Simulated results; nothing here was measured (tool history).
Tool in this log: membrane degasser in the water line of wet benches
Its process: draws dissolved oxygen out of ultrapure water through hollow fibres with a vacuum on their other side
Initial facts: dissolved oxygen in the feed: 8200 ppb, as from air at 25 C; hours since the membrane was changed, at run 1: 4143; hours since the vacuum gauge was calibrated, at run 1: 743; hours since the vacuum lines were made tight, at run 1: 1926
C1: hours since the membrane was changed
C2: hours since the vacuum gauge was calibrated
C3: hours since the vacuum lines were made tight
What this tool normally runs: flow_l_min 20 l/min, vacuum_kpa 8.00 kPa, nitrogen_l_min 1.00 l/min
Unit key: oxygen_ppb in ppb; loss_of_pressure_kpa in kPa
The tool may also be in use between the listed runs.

run 1 hour=0.0 | flow_l_min=20 vacuum_kpa=8.00 nitrogen_l_min=1.00 | C1=4143 C2=743 C3=1926 | oxygen_ppb=212.1 loss_of_pressure_kpa=54.12
run 2 hour=76.3 | flow_l_min=20 vacuum_kpa=8.00 nitrogen_l_min=0.49 | C1=4219 C2=819 C3=2003 | oxygen_ppb=379.4 loss_of_pressure_kpa=54.20
run 3 hour=198.4 | flow_l_min=20 vacuum_kpa=8.00 nitrogen_l_min=0.49 | C1=4341 C2=942 C3=2125 | oxygen_ppb=379.6 loss_of_pressure_kpa=53.94
run 4 hour=263.2 | flow_l_min=16 vacuum_kpa=8.00 nitrogen_l_min=0.49 | C1=4406 C2=1006 C3=2190 | oxygen_ppb=316.0 loss_of_pressure_kpa=43.32
run 5 hour=332.9 | flow_l_min=16 vacuum_kpa=8.00 nitrogen_l_min=0.49 | C1=4476 C2=1076 C3=2259 | oxygen_ppb=317.5 loss_of_pressure_kpa=43.26
run 6 hour=431.2 | flow_l_min=23 vacuum_kpa=8.00 nitrogen_l_min=0.49 | C1=4574 C2=1174 C3=2357 | oxygen_ppb=424.6 loss_of_pressure_kpa=62.28
run 7 hour=493.1 | flow_l_min=23 vacuum_kpa=8.00 nitrogen_l_min=0.49 | C1=4636 C2=1236 C3=2419 | oxygen_ppb=424.0 loss_of_pressure_kpa=62.18
run 8 hour=578.6 | flow_l_min=18 vacuum_kpa=8.00 nitrogen_l_min=1.46 | C1=4721 C2=1322 C3=2505 | oxygen_ppb=137.3 loss_of_pressure_kpa=48.75
run 9 hour=663.8 | flow_l_min=18 vacuum_kpa=8.00 nitrogen_l_min=1.46 | C1=4807 C2=1407 C3=2590 | oxygen_ppb=137.1 loss_of_pressure_kpa=48.65
run 10 hour=781.8 | flow_l_min=18 vacuum_kpa=8.00 nitrogen_l_min=1.46 | C1=4925 C2=1525 C3=2708 | oxygen_ppb=137.2 loss_of_pressure_kpa=48.76
run 11 hour=848.2 | flow_l_min=20 vacuum_kpa=8.46 nitrogen_l_min=2.33 | C1=4991 C2=1591 C3=2774 | oxygen_ppb=108.7 loss_of_pressure_kpa=53.76
run 12 hour=985.7 | flow_l_min=20 vacuum_kpa=13.12 nitrogen_l_min=1.22 | C1=5129 C2=1729 C3=2912 | oxygen_ppb=358.1 loss_of_pressure_kpa=53.96
run 13 hour=1121.3 | flow_l_min=20 vacuum_kpa=13.12 nitrogen_l_min=1.22 | C1=5264 C2=1864 C3=3048 | oxygen_ppb=357.7 loss_of_pressure_kpa=53.88

What if the next run were any one of these 3? Each begins from the tool's condition after run 13:
run A hour=1235.6 | flow_l_min=12 vacuum_kpa=7.79 nitrogen_l_min=1.00 | C1=5378 C2=1979 C3=3162 | oxygen_ppb=? loss_of_pressure_kpa=?
run B hour=1235.6 | flow_l_min=20 vacuum_kpa=8.00 nitrogen_l_min=0.96 | C1=5378 C2=1979 C3=3162 | oxygen_ppb=? loss_of_pressure_kpa=?
run C hour=1235.6 | flow_l_min=20 vacuum_kpa=12.88 nitrogen_l_min=0.40 | C1=5378 C2=1979 C3=3162 | oxygen_ppb=? loss_of_pressure_kpa=?

run=A oxygen_ppb=127.4 loss_of_pressure_kpa=32.43
run=B oxygen_ppb=218.7 loss_of_pressure_kpa=54.05
run=C oxygen_ppb=852.4 loss_of_pressure_kpa=54.22
Stripped of hidden state, with their random variation kept, the same runs would have yielded:
run=A oxygen_ppb=127.4 loss_of_pressure_kpa=32.43
run=B oxygen_ppb=218.7 loss_of_pressure_kpa=54.04
run=C oxygen_ppb=852.4 loss_of_pressure_kpa=54.21
